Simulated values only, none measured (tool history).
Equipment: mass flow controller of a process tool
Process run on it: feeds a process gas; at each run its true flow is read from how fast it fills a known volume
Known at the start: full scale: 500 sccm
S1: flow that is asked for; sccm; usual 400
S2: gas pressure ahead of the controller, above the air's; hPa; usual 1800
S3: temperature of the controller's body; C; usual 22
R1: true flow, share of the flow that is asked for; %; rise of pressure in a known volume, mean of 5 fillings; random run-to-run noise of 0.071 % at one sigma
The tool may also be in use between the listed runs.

| run | hour | S1 | S2 | S3 | R1 |
|---|---|---|---|---|---|
| 1 | 0.0 | 400 | 1800 | 22 | 99.92 |
| 2 | 65.5 | 400 | 1800 | 22 | 99.96 |
| 3 | 140.5 | 400 | 1810 | 22 | 100.08 |
| 4 | 177.7 | 400 | 1810 | 22 | 100.22 |
| 5 | 261.5 | 400 | 1800 | 22 | 100.22 |
| 6 | 322.2 | 400 | 1800 | 22 | 100.32 |
| 7 | 384.9 | 400 | 1800 | 22 | 100.30 |
| 8 | 457.2 | 400 | 1800 | 22 | 100.51 |
| 9 | 534.4 | 400 | 1800 | 22 | 100.68 |
| 10 | 614.5 | 400 | 1800 | 22 | 100.74 |
| 11 | 668.7 | 105 | 2210 | 22 | 99.50 |
| 12 | 721.2 | 400 | 2150 | 33 | 100.11 |
| 13 | 809.9 | 400 | 2350 | 22 | 100.71 |
| 14 | 881.1 | 63 | 2220 | 21 | 99.63 |
| 15 | 917.7 | 487 | 1800 | 24 | 101.33 |
| 16 | 966.8 | 372 | 1800 | 20 | 101.14 |
| 17 | 1011.5 | 400 | 1800 | 27 | 100.89 |
| 18 | 1051.3 | 400 | 2150 | 22 | 101.12 |
| 19 | 1137.7 | 52 | 1630 | 22 | 100.09 |

Consider 4 possible next runs. They are alternatives, not a sequence: every one starts from the tool as it was left by run 19. What does each give?
| A | 1215.4 | 312 | 1850 | 22 | ? |
| B | 1215.4 | 97 | 2180 | 29 | ? |
| C | 1215.4 | 203 | 1580 | 38 | ? |
| D | 1215.4 | 213 | 2340 | 36 | ? |

| run | R1 |
|---|---|
| A | 101.16 |
| B | 99.80 |
| C | 99.72 |
| D | 99.70 |
Stripped of hidden state, with their random variation kept, the same runs would have yielded:
| run | R1 |
|---|---|
| A | 99.54 |
| B | 98.19 |
| C | 98.11 |
| D | 98.10 |
